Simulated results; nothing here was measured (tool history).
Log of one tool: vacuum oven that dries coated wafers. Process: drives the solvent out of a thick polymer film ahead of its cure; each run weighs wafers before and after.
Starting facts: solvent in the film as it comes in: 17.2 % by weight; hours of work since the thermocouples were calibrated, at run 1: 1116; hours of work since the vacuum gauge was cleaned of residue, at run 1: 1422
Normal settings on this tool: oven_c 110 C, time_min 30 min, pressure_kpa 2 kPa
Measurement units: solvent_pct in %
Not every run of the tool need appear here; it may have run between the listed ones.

| run | hour | oven_c | time_min | pressure_kpa | hours of work since the thermocouples were calibrated | hours of work since the vacuum gauge was cleaned of residue | solvent_pct |
|---|---|---|---|---|---|---|---|
| 1 | 0 | 110 | 30 | 2 | 1116 | 1422 | 2.02 |
| 2 | 95.3 | 110 | 30 | 2 | 1164 | 1469 | 1.97 |
| 3 | 167.6 | 116 | 30 | 2 | 1200 | 1505 | 1.4 |
| 4 | 245.6 | 116 | 30 | 2 | 1238 | 1543 | 1.41 |
| 5 | 302.3 | 116 | 30 | 3.28 | 1266 | 1571 | 2.12 |
| 6 | 354.7 | 97 | 30 | 2 | 1292 | 1597 | 3.95 |
| 7 | 437.5 | 97 | 30 | 2 | 1333 | 1638 | 3.9 |
| 8 | 537.9 | 100 | 30 | 2 | 1383 | 1688 | 3.34 |
|  | 607.3 | oven's thermocouples calibrated |
| 9 | 645.2 | 100 | 30 | 2 | 19 | 1740 | 3.89 |
| 10 | 690.5 | 110 | 30 | 1.57 | 41 | 1763 | 2.05 |
| 11 | 734.5 | 110 | 47 | 2 | 63 | 1785 | 1.71 |
| 12 | 815.4 | 110 | 47 | 2 | 103 | 1825 | 1.7 |
| 13 | 865.8 | 110 | 30 | 2 | 128 | 1850 | 2.3 |
| 14 | 924.6 | 110 | 30 | 2 | 157 | 1879 | 2.29 |
| 15 | 1022.3 | 111 | 30 | 2 | 206 | 1927 | 2.18 |
| 16 | 1070.5 | 111 | 30 | 2 | 230 | 1951 | 2.16 |
| 17 | 1124.6 | 110 | 30 | 2 | 256 | 1978 | 2.27 |
| 18 | 1192.2 | 110 | 30 | 2 | 290 | 2012 | 2.24 |
| 19 | 1270.2 | 110 | 30 | 2 | 329 | 2050 | 2.26 |
| 20 | 1332.5 | 110 | 30 | 2 | 360 | 2081 | 2.26 |
| 21 | 1441.8 | 108 | 49 | 2.93 | 414 | 2135 | 2.51 |

What will run 22 give?
| 22 | 1502.5 | 101 | 42 | 2 | 444 | 2165 | ? |

{"run 22": {"solvent_pct": 2.79}}
Had the tool carried no hidden state, the very same run would have given solvent_pct 2.56 %.
